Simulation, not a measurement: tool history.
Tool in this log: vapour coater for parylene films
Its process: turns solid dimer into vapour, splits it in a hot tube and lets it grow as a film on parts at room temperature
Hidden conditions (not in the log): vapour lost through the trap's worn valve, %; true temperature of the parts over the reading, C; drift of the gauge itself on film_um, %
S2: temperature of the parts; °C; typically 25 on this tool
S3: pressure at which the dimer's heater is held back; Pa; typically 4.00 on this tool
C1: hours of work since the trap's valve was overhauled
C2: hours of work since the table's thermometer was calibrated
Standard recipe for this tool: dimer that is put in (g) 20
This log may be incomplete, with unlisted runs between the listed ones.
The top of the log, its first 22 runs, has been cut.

run 23 hour=687.7 | dimer_that_is_put_in_(g)=20 S2=25 S3=4.00 | C1=194 C2=763 | thickness_of_the_film_(nm)=6470
run 24 hour=714.8 | dimer_that_is_put_in_(g)=20 S2=25 S3=7.73 | C1=215 C2=784 | thickness_of_the_film_(nm)=5800
run 25 hour=732.4 | dimer_that_is_put_in_(g)=19 S2=26 S3=4.00 | C1=228 C2=797 | thickness_of_the_film_(nm)=5760
run 26 hour=758.0 | dimer_that_is_put_in_(g)=19 S2=26 S3=4.00 | C1=247 C2=816 | thickness_of_the_film_(nm)=5690
run 27 hour=791.8 | dimer_that_is_put_in_(g)=15 S2=18 S3=3.81 | C1=272 C2=841 | thickness_of_the_film_(nm)=5830
run 28 hour=822.3 | dimer_that_is_put_in_(g)=9 S2=31 S3=4.29 | C1=295 C2=864 | thickness_of_the_film_(nm)=2040
-- hour=856.7 trap's valve overhauled
run 29 hour=866.3 | dimer_that_is_put_in_(g)=19 S2=26 S3=11.18 | C1=7 C2=894 | thickness_of_the_film_(nm)=5500
run 30 hour=903.9 | dimer_that_is_put_in_(g)=19 S2=26 S3=11.18 | C1=35 C2=922 | thickness_of_the_film_(nm)=5530
run 31 hour=943.2 | dimer_that_is_put_in_(g)=19 S2=26 S3=11.18 | C1=65 C2=951 | thickness_of_the_film_(nm)=5370
run 32 hour=966.0 | dimer_that_is_put_in_(g)=10 S2=21 S3=8.76 | C1=82 C2=968 | thickness_of_the_film_(nm)=3690
run 33 hour=998.1 | dimer_that_is_put_in_(g)=25 S2=21 S3=4.52 | C1=106 C2=992 | thickness_of_the_film_(nm)=9930
run 34 hour=1023.0 | dimer_that_is_put_in_(g)=19 S2=22 S3=2.00 | C1=124 C2=1011 | thickness_of_the_film_(nm)=8030
run 35 hour=1056.9 | dimer_that_is_put_in_(g)=9 S2=25 S3=2.00 | C1=149 C2=1036 | thickness_of_the_film_(nm)=3180
run 36 hour=1090.9 | dimer_that_is_put_in_(g)=9 S2=25 S3=2.00 | C1=175 C2=1061 | thickness_of_the_film_(nm)=3170
run 37 hour=1119.5 | dimer_that_is_put_in_(g)=9 S2=25 S3=2.00 | C1=196 C2=1083 | thickness_of_the_film_(nm)=3180
run 38 hour=1139.8 | dimer_that_is_put_in_(g)=9 S2=25 S3=2.00 | C1=211 C2=1098 | thickness_of_the_film_(nm)=3100
run 39 hour=1181.5 | dimer_that_is_put_in_(g)=9 S2=25 S3=2.00 | C1=242 C2=1129 | thickness_of_the_film_(nm)=3070
run 40 hour=1200.0 | dimer_that_is_put_in_(g)=20 S2=25 S3=2.26 | C1=256 C2=1143 | thickness_of_the_film_(nm)=6730
run 41 hour=1224.7 | dimer_that_is_put_in_(g)=20 S2=17 S3=5.25 | C1=275 C2=1161 | thickness_of_the_film_(nm)=7790
run 42 hour=1242.7 | dimer_that_is_put_in_(g)=14 S2=32 S3=3.61 | C1=288 C2=1174 | thickness_of_the_film_(nm)=3040
run 43 hour=1264.1 | dimer_that_is_put_in_(g)=15 S2=29 S3=4.00 | C1=304 C2=1190 | thickness_of_the_film_(nm)=3720
-- hour=1286.4 trap's valve overhauled
run 44 hour=1290.2 | dimer_that_is_put_in_(g)=31 S2=23 S3=11.65 | C1=3 C2=1207 | thickness_of_the_film_(nm)=10190
run 45 hour=1315.2 | dimer_that_is_put_in_(g)=15 S2=25 S3=4.00 | C1=22 C2=1226 | thickness_of_the_film_(nm)=5190
run 46 hour=1343.6 | dimer_that_is_put_in_(g)=16 S2=26 S3=4.00 | C1=43 C2=1247 | thickness_of_the_film_(nm)=5260
run 47 hour=1380.7 | dimer_that_is_put_in_(g)=16 S2=26 S3=4.00 | C1=70 C2=1274 | thickness_of_the_film_(nm)=5160

3 ways to go on from here, each from the tool as it stands after run 47. What would each give?
run A hour=1412.4 | dimer_that_is_put_in_(g)=35 S2=29 S3=2.36 | C1=94 C2=1298 | thickness_of_the_film_(nm)=?
run B hour=1412.4 | dimer_that_is_put_in_(g)=21 S2=25 S3=4.00 | C1=94 C2=1298 | thickness_of_the_film_(nm)=?
run C hour=1412.4 | dimer_that_is_put_in_(g)=16 S2=36 S3=2.68 | C1=94 C2=1298 | thickness_of_the_film_(nm)=?

run=A thickness_of_the_film_(nm)=10410
run=B thickness_of_the_film_(nm)=7020
run=C thickness_of_the_film_(nm)=3340
What these runs would have given with no unlogged condition in the tool:
run=A thickness_of_the_film_(nm)=11460
run=B thickness_of_the_film_(nm)=7730
run=C thickness_of_the_film_(nm)=3680
